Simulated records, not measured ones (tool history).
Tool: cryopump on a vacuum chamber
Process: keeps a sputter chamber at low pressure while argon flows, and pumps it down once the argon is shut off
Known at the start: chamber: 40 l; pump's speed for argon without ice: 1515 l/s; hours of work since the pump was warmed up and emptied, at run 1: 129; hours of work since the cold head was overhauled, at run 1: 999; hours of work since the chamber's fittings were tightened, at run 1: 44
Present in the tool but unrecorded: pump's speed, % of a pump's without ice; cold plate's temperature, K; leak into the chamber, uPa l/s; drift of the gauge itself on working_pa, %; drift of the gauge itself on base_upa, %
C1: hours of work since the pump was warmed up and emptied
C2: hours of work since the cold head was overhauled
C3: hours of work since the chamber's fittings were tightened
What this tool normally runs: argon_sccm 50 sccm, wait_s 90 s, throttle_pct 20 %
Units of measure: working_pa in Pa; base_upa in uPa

{"run": 1, "day": 0.0, "argon_sccm": 50, "wait_s": 90, "throttle_pct": 20, "C1": 129, "C2": 999, "C3": 44, "working_pa": 0.2816, "base_upa": 1.29}
{"run": 2, "day": 2.733, "argon_sccm": 50, "wait_s": 90, "throttle_pct": 20, "C1": 167, "C2": 1037, "C3": 82, "working_pa": 0.281, "base_upa": 1.37}
{"run": 3, "day": 5.979, "argon_sccm": 50, "wait_s": 90, "throttle_pct": 20, "C1": 213, "C2": 1083, "C3": 128, "working_pa": 0.2831, "base_upa": 1.36}
{"run": 4, "day": 8.662, "argon_sccm": 50, "wait_s": 90, "throttle_pct": 20, "C1": 250, "C2": 1121, "C3": 166, "working_pa": 0.2833, "base_upa": 1.41}
{"run": 5, "day": 12.346, "argon_sccm": 50, "wait_s": 54, "throttle_pct": 20, "C1": 302, "C2": 1172, "C3": 218, "working_pa": 0.2847, "base_upa": 2.21}
{"run": 6, "day": 14.917, "argon_sccm": 47, "wait_s": 54, "throttle_pct": 20, "C1": 338, "C2": 1208, "C3": 254, "working_pa": 0.2684, "base_upa": 2.22}
{"run": 7, "day": 17.5, "argon_sccm": 47, "wait_s": 54, "throttle_pct": 20, "C1": 375, "C2": 1245, "C3": 290, "working_pa": 0.2666, "base_upa": 2.2}
{"run": 8, "day": 21.046, "argon_sccm": 50, "wait_s": 162, "throttle_pct": 41, "C1": 424, "C2": 1295, "C3": 340, "working_pa": 0.1431, "base_upa": 1.15}
{"run": 9, "day": 24.796, "argon_sccm": 41, "wait_s": 26, "throttle_pct": 43, "C1": 477, "C2": 1347, "C3": 393, "working_pa": 0.1136, "base_upa": 4.13}
{"run": 10, "day": 28.725, "argon_sccm": 54, "wait_s": 56, "throttle_pct": 45, "C1": 532, "C2": 1403, "C3": 448, "working_pa": 0.1431, "base_upa": 2.39}
{"run": 11, "day": 31.129, "argon_sccm": 50, "wait_s": 55, "throttle_pct": 45, "C1": 566, "C2": 1436, "C3": 482, "working_pa": 0.1322, "base_upa": 2.48}
{"run": 12, "day": 33.417, "argon_sccm": 50, "wait_s": 55, "throttle_pct": 45, "C1": 598, "C2": 1469, "C3": 514, "working_pa": 0.1329, "base_upa": 2.45}
{"run": 13, "day": 37.554, "argon_sccm": 82, "wait_s": 26, "throttle_pct": 24, "C1": 657, "C2": 1527, "C3": 572, "working_pa": 0.3953, "base_upa": 4.44}

Run 14, settings as shown, results not yet in. Your forecast:
{"run": 14, "day": 40.942, "argon_sccm": 20, "wait_s": 26, "throttle_pct": 21, "C1": 704, "C2": 1574, "C3": 620, "working_pa": "?", "base_upa": "?"}

working_pa: 0.1115 Pa
base_upa: 4.46 uPa
With no hidden state in the tool, this same run would have given working_pa 0.1068 Pa, base_upa 3.77 uPa.

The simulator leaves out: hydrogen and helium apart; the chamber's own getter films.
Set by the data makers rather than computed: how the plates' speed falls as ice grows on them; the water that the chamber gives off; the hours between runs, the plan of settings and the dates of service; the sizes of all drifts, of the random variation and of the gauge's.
